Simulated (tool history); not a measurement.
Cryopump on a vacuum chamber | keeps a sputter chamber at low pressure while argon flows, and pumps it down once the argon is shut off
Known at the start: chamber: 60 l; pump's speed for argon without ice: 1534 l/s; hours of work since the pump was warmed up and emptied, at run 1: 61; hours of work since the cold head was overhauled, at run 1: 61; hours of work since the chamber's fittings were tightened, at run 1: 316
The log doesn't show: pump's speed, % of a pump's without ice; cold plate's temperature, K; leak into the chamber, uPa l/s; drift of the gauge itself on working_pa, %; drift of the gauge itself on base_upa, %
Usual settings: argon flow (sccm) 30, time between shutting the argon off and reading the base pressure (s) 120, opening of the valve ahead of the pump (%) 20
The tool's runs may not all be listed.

run,hour,argon flow (sccm),time between shutting the argon off and reading the base pressure (s),opening of the valve ahead of the pump (%),hours of work since the pump was warmed up and emptied,hours of work since the cold head was overhauled,hours of work since the chamber's fittings were tightened,pressure while argon flows (Pa),pressure after the wait (uPa)
1,0.0,30,120,20,61,61,316,0.1659,1.01
2,57.1,30,120,20,104,104,359,0.1673,1.04
3,96.9,30,120,20,134,134,389,0.1686,1.17
4,135.2,30,120,20,162,162,417,0.1665,1.22
5,183.3,30,120,31,198,198,453,0.1083,1.26
6,242.6,30,120,20,243,243,498,0.1679,1.31
7,292.1,30,120,20,280,280,535,0.1698,1.36
8,345.8,30,120,20,320,320,575,0.1692,1.46
9,386.1,30,120,17,350,350,605,0.1973,1.46
10,450.4,30,120,17,398,398,653,0.1992,1.68
11,488.9,30,120,17,427,427,682,0.2011,1.71
12,546.8,30,120,17,470,470,725,0.2014,1.81
13,602.4,30,120,20,512,512,767,0.1741,1.94
# hour 612.3: pump warmed up, emptied and cooled again
14,633.6,30,120,20,16,531,786,0.1663,1.60
15,670.5,30,120,20,43,559,814,0.1662,1.79
16,700.3,30,120,20,66,581,836,0.1667,1.71
17,763.5,30,120,20,113,628,884,0.1669,1.82
18,813.5,18,28,20,150,666,921,0.1006,2.87
19,877.0,16,84,24,198,713,968,0.0746,2.12
20,913.6,41,139,18,225,740,996,0.2530,2.03
21,974.5,49,139,36,271,786,1041,0.1565,2.12
22,1016.4,49,139,36,302,817,1073,0.1567,2.28
23,1046.0,49,139,36,324,839,1095,0.1568,2.21
# hour 1063.9: leaking fittings of the chamber tightened, without venting
24,1106.9,49,139,36,368,884,32,0.1583,0.55
25,1138.6,32,161,30,392,907,56,0.1243,0.53
26,1173.2,30,120,20,418,933,82,0.1729,0.62
27,1225.6,30,120,20,457,972,121,0.1706,0.74
28,1270.9,29,146,21,491,1006,155,0.1592,0.70
# hour 1304.2: pump warmed up, emptied and cooled again
29,1304.2,30,77,20,0,1027,176,0.1655,0.92
30,1359.8,30,77,20,42,1069,217,0.1661,0.97
31,1397.0,30,120,48,69,1097,245,0.0706,0.86
32,1455.8,30,120,23,113,1141,289,0.1454,0.94
33,1484.4,17,120,26,135,1162,311,0.0738,0.96
34,1530.0,25,222,24,169,1196,345,0.1174,0.87

Some steps in pressure while argon flows (Pa) between neighbouring runs. How much of each would the tool show without its hidden state too (settings, what came in, random variation), and how much is left for the hidden state, with any gauge scatter that isn't in both results?
Run 13 -> 14: pump warmed up, emptied and cooled again. pressure while argon flows (Pa) -0.0078: hidden state -0.0069, all else -0.0009.
Run 19 -> 20: argon flow (sccm) 16 -> 41, time between shutting the argon off and reading the base pressure (s) 84 -> 139, opening of the valve ahead of the pump (%) 24 -> 18. pressure while argon flows (Pa) +0.1784: hidden state +0.0028, all else +0.1756.
Run 20 -> 21: argon flow (sccm) 41 -> 49, opening of the valve ahead of the pump (%) 18 -> 36. pressure while argon flows (Pa) -0.0965: hidden state +0.0019, all else -0.0984.
Run 28 -> 29: argon flow (sccm) 29 -> 30, time between shutting the argon off and reading the base pressure (s) 146 -> 77, opening of the valve ahead of the pump (%) 21 -> 20, pump warmed up, emptied and cooled again. pressure while argon flows (Pa) +0.0063: hidden state -0.0067, all else +0.0130.
Run 30 -> 31: time between shutting the argon off and reading the base pressure (s) 77 -> 120, opening of the valve ahead of the pump (%) 20 -> 48. pressure while argon flows (Pa) -0.0955: hidden state +0.0005, all else -0.0960.

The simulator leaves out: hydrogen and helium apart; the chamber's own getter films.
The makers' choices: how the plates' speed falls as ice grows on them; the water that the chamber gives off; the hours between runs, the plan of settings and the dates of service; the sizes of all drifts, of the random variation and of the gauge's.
